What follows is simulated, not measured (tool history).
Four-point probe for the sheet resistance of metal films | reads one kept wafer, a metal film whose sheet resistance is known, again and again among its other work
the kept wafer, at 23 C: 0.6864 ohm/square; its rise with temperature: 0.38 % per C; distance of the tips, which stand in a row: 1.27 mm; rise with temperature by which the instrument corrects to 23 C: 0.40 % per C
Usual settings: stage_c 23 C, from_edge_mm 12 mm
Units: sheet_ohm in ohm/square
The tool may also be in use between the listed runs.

| run | day | stage_c | from_edge_mm | sheet_ohm |
|---|---|---|---|---|
| 1 | 0 | 23 | 12 | 0.690465 |
| 2 | 0.658 | 23 | 12 | 0.690547 |
| 3 | 1.212 | 23 | 12 | 0.690561 |
| 4 | 1.946 | 23 | 12 | 0.690369 |
| 5 | 2.9 | 28 | 12 | 0.689949 |
| 6 | 3.754 | 28 | 12 | 0.689826 |
| 7 | 4.317 | 23 | 6 | 0.70248 |
| 8 | 4.925 | 23 | 6 | 0.70278 |
| 9 | 5.854 | 23 | 42 | 0.686862 |
| 10 | 6.754 | 23 | 42 | 0.686826 |
| 11 | 7.329 | 24 | 42 | 0.686517 |
| 12 | 7.983 | 23 | 5 | 0.709337 |
| 13 | 8.683 | 31 | 5 | 0.708719 |
| 14 | 9.421 | 23 | 12 | 0.690787 |
| 15 | 9.862 | 24 | 44 | 0.686405 |
| 16 | 10.471 | 27 | 4 | 0.721062 |
| 17 | 11.421 | 32 | 6 | 0.701504 |
| 18 | 12.188 | 23 | 33 | 0.686752 |
| 19 | 12.762 | 23 | 33 | 0.687025 |
| 20 | 13.754 | 23 | 33 | 0.68681 |
| 21 | 14.512 | 32 | 4 | 0.720427 |
| 22 | 15.317 | 25 | 35 | 0.686778 |
| 23 | 16.108 | 25 | 35 | 0.686592 |
| 24 | 16.775 | 25 | 35 | 0.686373 |

Forecast run 25:
| 25 | 17.358 | 28 | 44 | ? |

Run 25 gave sheet_ohm 0.686284 ohm/square.
Without the tool's hidden state the same run would have given sheet_ohm 0.686288 ohm/square.

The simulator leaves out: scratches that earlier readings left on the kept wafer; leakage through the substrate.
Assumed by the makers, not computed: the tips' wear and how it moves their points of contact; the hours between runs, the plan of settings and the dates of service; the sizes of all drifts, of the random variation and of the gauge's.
